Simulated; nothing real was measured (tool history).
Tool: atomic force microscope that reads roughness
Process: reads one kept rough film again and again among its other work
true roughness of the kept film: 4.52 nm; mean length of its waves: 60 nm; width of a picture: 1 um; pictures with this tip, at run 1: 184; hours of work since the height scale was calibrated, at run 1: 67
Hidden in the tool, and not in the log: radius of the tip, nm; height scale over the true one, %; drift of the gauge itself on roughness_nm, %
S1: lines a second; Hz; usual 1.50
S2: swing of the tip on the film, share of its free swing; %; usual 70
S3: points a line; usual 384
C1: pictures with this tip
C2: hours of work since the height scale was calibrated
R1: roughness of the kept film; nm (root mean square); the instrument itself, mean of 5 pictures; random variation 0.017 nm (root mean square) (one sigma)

run   hour    S1  S2   S3   C1   C2     R1
  1    0.0  1.50  70  384  184   67  3.671
  2    7.8  1.50  70  384  196   71  3.641
  3   16.7  1.50  70  384  209   76  3.617
      23.4  -- new tip fitted
  4   24.9  1.50  70  370    2   80  4.108
  5   29.1  1.50  70  370    8   83  4.092
  6   35.4  1.50  70  370   18   86  4.067
  7   40.1  1.50  59  384   25   89  4.157
  8   44.8  1.50  59  384   32   91  4.128
  9   51.7  1.50  59  384   43   95  4.065
 10   61.1  1.50  74  384   57  100  3.925
 11   68.6  2.71  70  384   68  105  3.800
 12   75.5  2.71  79  384   79  108  3.615
 13   83.5  1.50  70  384   91  113  3.910
 14   89.2  1.50  62  384   99  116  3.939
 15   98.3  1.50  62  384  113  121  3.917
 16  105.3  1.50  86  384  124  125  3.588
 17  111.7  1.50  70  384  133  129  3.808
 18  118.5  1.50  70  384  144  132  3.793
 19  125.1  1.50  70  384  154  136  3.768
 20  131.0  1.50  74  384  163  139  3.696
 21  138.1  1.50  74  384  173  143  3.662
 22  143.1  1.50  74  384  181  146  3.655
 23  147.9  1.50  70  384  188  149  3.688
 24  154.7  1.50  70  403  199  153  3.691
 25  160.7  1.50  70  290  208  156  3.641
 26  167.1  1.50  70  290  217  160  3.617
     168.4  -- new tip fitted
 27  175.9  1.50  70  290   11  164  4.058
 28  180.2  1.50  70  290   17  167  4.061
 29  187.2  1.50  70  290   28  170  4.015
 30  193.7  1.16  58  687   38  174  4.122
     195.6  -- height scale calibrated on a step standard
 31  200.9  1.50  83  384   47    3  3.809
 32  208.0  1.50  83  384   58    7  3.823
 33  214.4  1.50  83  384   68   10  3.790
 34  221.6  0.98  60  523   79   15  4.033
 35  225.5  1.43  55  787   85   17  4.007
 36  229.8  1.43  55  787   91   19  4.013
 37  234.5  1.72  57  448   98   22  3.941
 38  241.1  1.87  70  384  108   25  3.842
     243.5  -- height scale calibrated on a step standard, once more
 39  248.3  1.87  70  384  118    3  3.791
 40  253.9  1.06  65  531  126    6  3.867
 41  261.9  3.03  70  976  138   10  3.631
 42  267.4  3.03  70  976  146   13  3.625
 43  272.9  1.19  62  976  155   16  3.834
 44  279.6  1.19  62  976  165   20  3.783
 45  283.5  1.50  88  384  171   22  3.473
 46  287.3  3.27  70  264  177   24  3.509
 47  293.4  1.00  70  303  186   28  3.746
 48  300.8  0.62  65  725  197   32  3.788
 49  310.0  1.46  56  316  211   37  3.753
     315.8  -- new tip fitted
 50  316.7  0.59  70  363    1   41  4.192
 51  324.3  2.96  70  281   13   45  3.875
 52  333.6  2.96  63  281   27   50  3.994
 53  337.9  1.50  74  427   33   52  3.971

Forecast each of these 3 alternatives for the next run:
  A  343.4  1.50  70  790  42  55   ?
  B  343.4  2.94  74  427  42  55   ?
  C  343.4  1.50  77  384  42  55   ?

run     R1
  A  4.012
  B  3.802
  C  3.908
Without the tool's hidden state the same runs would have given:
run     R1
  A  4.117
  B  3.901
  C  4.010
